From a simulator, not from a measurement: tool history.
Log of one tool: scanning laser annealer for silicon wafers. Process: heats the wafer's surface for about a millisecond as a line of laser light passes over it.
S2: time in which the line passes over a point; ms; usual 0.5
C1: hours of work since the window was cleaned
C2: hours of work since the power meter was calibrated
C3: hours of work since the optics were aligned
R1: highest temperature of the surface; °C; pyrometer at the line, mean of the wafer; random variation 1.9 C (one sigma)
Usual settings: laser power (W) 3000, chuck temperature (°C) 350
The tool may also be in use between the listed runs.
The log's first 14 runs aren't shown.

Run 15, hour 1033.7: usual settings; C1 176; C2 1020; C3 907. Result: R1 1143 °C.
Run 16, hour 1096.3: usual settings; C1 214; C2 1059; C3 946. Result: R1 1142 °C.
Run 17, hour 1157.9: usual settings; C1 253; C2 1097; C3 985. Result: R1 1143 °C.
Run 18, hour 1201.1: usual settings; C1 280; C2 1124; C3 1011. Result: R1 1143 °C.
Run 19, hour 1260.9: usual settings; C1 317; C2 1161; C3 1049. Result: R1 1140 °C.
Run 20, hour 1337.8: usual settings; C1 365; C2 1209; C3 1096. Result: R1 1139 °C.
Run 21, hour 1407.4: usual settings; C1 408; C2 1252; C3 1140. Result: R1 1142 °C.
At hour 1429.3: window over the wafer cleaned.
Run 22, hour 1458.2: usual settings; C1 18; C2 1283; C3 1170. Result: R1 1144 °C.
Run 23, hour 1538.8: usual settings but S2 0.537 ms, chuck temperature (°C) 351; C1 68; C2 1333; C3 1220. Result: R1 1167 °C.
Run 24, hour 1617: usual settings but S2 0.537 ms, chuck temperature (°C) 351; C1 117; C2 1381; C3 1269. Result: R1 1170 °C.
Run 25, hour 1668.4: usual settings but S2 0.542 ms; C1 149; C2 1413; C3 1301. Result: R1 1172 °C.
Run 26, hour 1727.6: usual settings but S2 0.462 ms, chuck temperature (°C) 385; C1 185; C2 1450; C3 1337. Result: R1 1149 °C.
At hour 1760.6: optics aligned, line set to its width.
Run 27, hour 1817.2: usual settings but S2 0.364 ms, chuck temperature (°C) 361; C1 238; C2 1503; C3 35. Result: R1 1047 °C.
Run 28, hour 1885.7: usual settings but laser power (W) 3272, S2 0.471 ms, chuck temperature (°C) 380; C1 280; C2 1545; C3 78. Result: R1 1210 °C.
Run 29, hour 1940.4: usual settings but laser power (W) 2970, S2 0.575 ms, chuck temperature (°C) 380; C1 314; C2 1579; C3 112. Result: R1 1214 °C.
Run 30, hour 2021.3: usual settings but laser power (W) 2970, S2 0.575 ms, chuck temperature (°C) 380; C1 365; C2 1629; C3 162. Result: R1 1215 °C.
Run 31, hour 2078.5: usual settings but laser power (W) 3200, S2 0.574 ms, chuck temperature (°C) 312; C1 400; C2 1665; C3 198. Result: R1 1202 °C.
At hour 2108.7: window over the wafer cleaned.
Run 32, hour 2119.7: usual settings but laser power (W) 3188, S2 0.58 ms, chuck temperature (°C) 312; C1 7; C2 1689; C3 222. Result: R1 1207 °C.
Run 33, hour 2180: usual settings but laser power (W) 3124, S2 0.393 ms, chuck temperature (°C) 311; C1 44; C2 1727; C3 259. Result: R1 1051 °C.
Run 34, hour 2251.4: usual settings but laser power (W) 2808, S2 0.466 ms, chuck temperature (°C) 340; C1 89; C2 1771; C3 304. Result: R1 1063 °C.
Run 35, hour 2339: usual settings but laser power (W) 2808, S2 0.466 ms, chuck temperature (°C) 340; C1 143; C2 1826; C3 358. Result: R1 1061 °C.
Run 36, hour 2392.4: usual settings but laser power (W) 2755, S2 0.466 ms, chuck temperature (°C) 340; C1 176; C2 1859; C3 391. Result: R1 1051 °C.
Run 37, hour 2438.8: usual settings but laser power (W) 2755, S2 0.466 ms, chuck temperature (°C) 340; C1 205; C2 1888; C3 420. Result: R1 1048 °C.
Run 38, hour 2530.2: usual settings but laser power (W) 2755, S2 0.466 ms, chuck temperature (°C) 340; C1 262; C2 1944; C3 477. Result: R1 1050 °C.
Run 39, hour 2623.2: usual settings but S2 0.447 ms; C1 320; C2 2002; C3 535. Result: R1 1105 °C.

Forecast each of these 5 alternatives for the next run:
Run A, hour 2715.1: usual settings but laser power (W) 2782, S2 0.447 ms, chuck temperature (°C) 348; C1 377; C2 2059; C3 592. Result: R1 ?.
Run B, hour 2715.1: usual settings but S2 0.358 ms; C1 377; C2 2059; C3 592. Result: R1 ?.
Run C, hour 2715.1: usual settings but laser power (W) 2737, S2 0.494 ms, chuck temperature (°C) 373; C1 377; C2 2059; C3 592. Result: R1 ?.
Run D, hour 2715.1: usual settings but S2 0.387 ms, chuck temperature (°C) 387; C1 377; C2 2059; C3 592. Result: R1 ?.
Run E, hour 2715.1: usual settings but laser power (W) 2787, S2 0.355 ms, chuck temperature (°C) 339; C1 377; C2 2059; C3 592. Result: R1 ?.

run    R1
  A  1051
  B  1030
  C  1096
  D  1094
  E   975
Without the tool's hidden state the same runs would have given:
run    R1
  A  1052
  B  1031
  C  1096
  D  1094
  E   975
